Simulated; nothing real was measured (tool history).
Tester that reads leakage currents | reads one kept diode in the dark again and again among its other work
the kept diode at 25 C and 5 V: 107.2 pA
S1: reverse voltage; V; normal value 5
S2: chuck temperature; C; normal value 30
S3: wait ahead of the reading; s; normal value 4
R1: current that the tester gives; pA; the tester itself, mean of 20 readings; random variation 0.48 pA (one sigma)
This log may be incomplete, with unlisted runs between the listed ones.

Run 1, day 0: usual settings. Result: R1 151.34 pA.
Run 2, day 9.4: usual settings but S3 0.31 s. Result: R1 151.33 pA.
Run 3, day 18.008: usual settings but S1 1.48 V. Result: R1 92.88 pA.
Run 4, day 24.042: usual settings but S1 1.48 V. Result: R1 92.21 pA.
Run 5, day 31.429: usual settings but S1 10.32 V. Result: R1 198.26 pA.
Run 6, day 36.975: usual settings. Result: R1 146.82 pA.
Run 7, day 43.658: usual settings. Result: R1 145.89 pA.
Run 8, day 51.717: usual settings. Result: R1 145.1 pA.
Run 9, day 60.929: usual settings but S1 1.82 V. Result: R1 96.14 pA.
Run 10, day 68.258: usual settings. Result: R1 142.84 pA.
Run 11, day 76.429: usual settings. Result: R1 142 pA.
Run 12, day 83.471: usual settings. Result: R1 141.9 pA.
At day 92.983: chuck's temperature calibrated.
Run 13, day 92.983: usual settings. Result: R1 166.27 pA.
Run 14, day 99.604: usual settings. Result: R1 165.41 pA.
Run 15, day 106.017: usual settings. Result: R1 164.39 pA.
Run 16, day 110.667: usual settings. Result: R1 163.93 pA.
At day 111.512: probe card cleaned and baked.
Run 17, day 118.354: usual settings but S2 52 C. Result: R1 729.87 pA.
Run 18, day 124.071: usual settings but S2 52 C. Result: R1 718.77 pA.
Run 19, day 130.246: usual settings but S1 5.56 V. Result: R1 157.12 pA.
Run 20, day 139.921: usual settings but S1 5.56 V. Result: R1 155.98 pA.
Run 21, day 149.821: usual settings but S1 5.56 V. Result: R1 154.69 pA.
Run 22, day 158.971: usual settings but S1 5.56 V, S3 3.21 s. Result: R1 152.63 pA.
Run 23, day 168.25: usual settings but S1 5.56 V, S3 3.21 s. Result: R1 151.93 pA.
Run 24, day 176.358: usual settings but S1 5.56 V, S3 3.21 s. Result: R1 150.82 pA.
Run 25, day 181.467: usual settings but S1 5.56 V, S2 28 C, S3 5.46 s. Result: R1 129.35 pA.
Run 26, day 191.129: usual settings but S1 2.21 V, S2 25 C, S3 0.36 s. Result: R1 71.14 pA.
At day 192.042: tester calibrated.
Run 27, day 200.792: usual settings but S1 2.21 V, S2 43 C, S3 1.31 s. Result: R1 264.36 pA.
At day 208.017: tester calibrated, once more.
Run 28, day 208.362: usual settings but S1 2.21 V, S2 43 C, S3 1.31 s. Result: R1 262.63 pA.
Run 29, day 217.812: usual settings but S2 48 C. Result: R1 500.27 pA.
At day 221.354: chuck's temperature calibrated.
Run 30, day 225.229: usual settings but S2 48 C. Result: R1 575.13 pA.
Run 31, day 232.771: usual settings but S2 48 C. Result: R1 570.94 pA.
Run 32, day 238.283: usual settings but S1 1.33 V, S3 0.39 s. Result: R1 95.92 pA.
Run 33, day 242.85: usual settings but S1 1.33 V, S3 0.39 s. Result: R1 94.74 pA.
Run 34, day 246.917: usual settings but S1 8.22 V, S2 21 C, S3 1.34 s. Result: R1 103.67 pA.
Run 35, day 254.233: usual settings but S1 8.22 V, S2 36 C, S3 1.09 s. Result: R1 298.02 pA.
Run 36, day 261.579: usual settings but S1 11.64 V, S2 29 C. Result: R1 210.46 pA.
Run 37, day 266.488: usual settings but S1 2.22 V, S2 52 C, S3 3.76 s. Result: R1 522.44 pA.
Run 38, day 271.725: usual settings but S1 2.22 V, S2 48 C, S3 3.45 s. Result: R1 399.93 pA.
At day 273.404: probe card cleaned and baked.
Run 39, day 277.246: usual settings but S1 1.12 V, S2 29 C, S3 5.34 s. Result: R1 76.81 pA.

Consider 3 possible next runs. They are alternatives, not a sequence: every one starts from the tool as it was left by run 39. What does each give?
Run A, day 282.062: usual settings but S1 2.98 V, S2 25 C, S3 5.45 s. Result: R1 ?.
Run B, day 282.062: usual settings but S1 7.61 V, S2 29 C, S3 1.17 s. Result: R1 ?.
Run C, day 282.062: usual settings but S1 19.59 V, S2 43 C, S3 2.33 s. Result: R1 ?.

run      R1
  A   80.82
  B  159.24
  C  631.95
Without the tool's hidden state the same runs would have given:
run      R1
  A   88.01
  B  172.74
  C  681.92

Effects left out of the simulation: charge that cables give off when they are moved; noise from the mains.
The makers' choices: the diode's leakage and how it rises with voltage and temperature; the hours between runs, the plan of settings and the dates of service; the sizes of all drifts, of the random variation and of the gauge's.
